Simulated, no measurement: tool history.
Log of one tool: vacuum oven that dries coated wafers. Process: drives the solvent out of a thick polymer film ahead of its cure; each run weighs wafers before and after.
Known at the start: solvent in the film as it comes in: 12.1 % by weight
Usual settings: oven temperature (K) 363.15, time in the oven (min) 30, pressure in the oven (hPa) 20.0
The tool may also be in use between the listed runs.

{"run": 1, "day": 0.0, "oven temperature (K)": 363.15, "time in the oven (min)": 30, "pressure in the oven (hPa)": 20.0, "solvent left in the film (%)": 3.52}
{"run": 2, "day": 0.533, "oven temperature (K)": 363.15, "time in the oven (min)": 30, "pressure in the oven (hPa)": 20.0, "solvent left in the film (%)": 3.51}
{"run": 3, "day": 1.042, "oven temperature (K)": 363.15, "time in the oven (min)": 30, "pressure in the oven (hPa)": 20.0, "solvent left in the film (%)": 3.51}
{"run": 4, "day": 1.483, "oven temperature (K)": 363.15, "time in the oven (min)": 36, "pressure in the oven (hPa)": 20.0, "solvent left in the film (%)": 3.05}
{"run": 5, "day": 1.758, "oven temperature (K)": 363.15, "time in the oven (min)": 36, "pressure in the oven (hPa)": 20.0, "solvent left in the film (%)": 3.04}
{"run": 6, "day": 2.171, "oven temperature (K)": 363.15, "time in the oven (min)": 36, "pressure in the oven (hPa)": 20.0, "solvent left in the film (%)": 3.05}
{"run": 7, "day": 2.558, "oven temperature (K)": 363.15, "time in the oven (min)": 30, "pressure in the oven (hPa)": 25.0, "solvent left in the film (%)": 3.85}
{"run": 8, "day": 3.062, "oven temperature (K)": 363.15, "time in the oven (min)": 30, "pressure in the oven (hPa)": 20.0, "solvent left in the film (%)": 3.53}
{"run": 9, "day": 3.542, "oven temperature (K)": 363.15, "time in the oven (min)": 30, "pressure in the oven (hPa)": 20.0, "solvent left in the film (%)": 3.49}
{"run": 10, "day": 3.871, "oven temperature (K)": 363.15, "time in the oven (min)": 30, "pressure in the oven (hPa)": 20.0, "solvent left in the film (%)": 3.49}
{"run": 11, "day": 4.333, "oven temperature (K)": 363.15, "time in the oven (min)": 30, "pressure in the oven (hPa)": 20.0, "solvent left in the film (%)": 3.52}
{"run": 12, "day": 4.817, "oven temperature (K)": 363.15, "time in the oven (min)": 30, "pressure in the oven (hPa)": 43.0, "solvent left in the film (%)": 5.07}
{"run": 13, "day": 5.238, "oven temperature (K)": 354.15, "time in the oven (min)": 30, "pressure in the oven (hPa)": 19.7, "solvent left in the film (%)": 5.48}
{"day": 5.371, "done": "oven's thermocouples calibrated"}
{"run": 14, "day": 5.825, "oven temperature (K)": 354.15, "time in the oven (min)": 34, "pressure in the oven (hPa)": 15.3, "solvent left in the film (%)": 4.56}
{"run": 15, "day": 6.346, "oven temperature (K)": 361.15, "time in the oven (min)": 30, "pressure in the oven (hPa)": 20.0, "solvent left in the film (%)": 3.77}
{"run": 16, "day": 6.692, "oven temperature (K)": 361.15, "time in the oven (min)": 30, "pressure in the oven (hPa)": 20.0, "solvent left in the film (%)": 3.76}
{"day": 7.108, "done": "oven's thermocouples calibrated, once more"}
{"run": 17, "day": 7.129, "oven temperature (K)": 355.15, "time in the oven (min)": 32, "pressure in the oven (hPa)": 59.8, "solvent left in the film (%)": 8.7}
{"run": 18, "day": 7.475, "oven temperature (K)": 355.15, "time in the oven (min)": 32, "pressure in the oven (hPa)": 27.3, "solvent left in the film (%)": 6.07}
{"run": 19, "day": 7.762, "oven temperature (K)": 355.15, "time in the oven (min)": 32, "pressure in the oven (hPa)": 27.3, "solvent left in the film (%)": 6.06}
{"run": 20, "day": 8.025, "oven temperature (K)": 360.15, "time in the oven (min)": 18, "pressure in the oven (hPa)": 65.1, "solvent left in the film (%)": 8.68}
{"run": 21, "day": 8.421, "oven temperature (K)": 360.15, "time in the oven (min)": 18, "pressure in the oven (hPa)": 65.1, "solvent left in the film (%)": 8.61}
{"run": 22, "day": 8.867, "oven temperature (K)": 352.15, "time in the oven (min)": 26, "pressure in the oven (hPa)": 11.7, "solvent left in the film (%)": 6.08}

The next listed run, before its measurement:
{"run": 23, "day": 9.446, "oven temperature (K)": 352.15, "time in the oven (min)": 26, "pressure in the oven (hPa)": 11.7, "solvent left in the film (%)": "?"}

Run 23 gave solvent left in the film (%) 6.06.
Without the tool's hidden state the same run would have given solvent left in the film (%) 6.00.
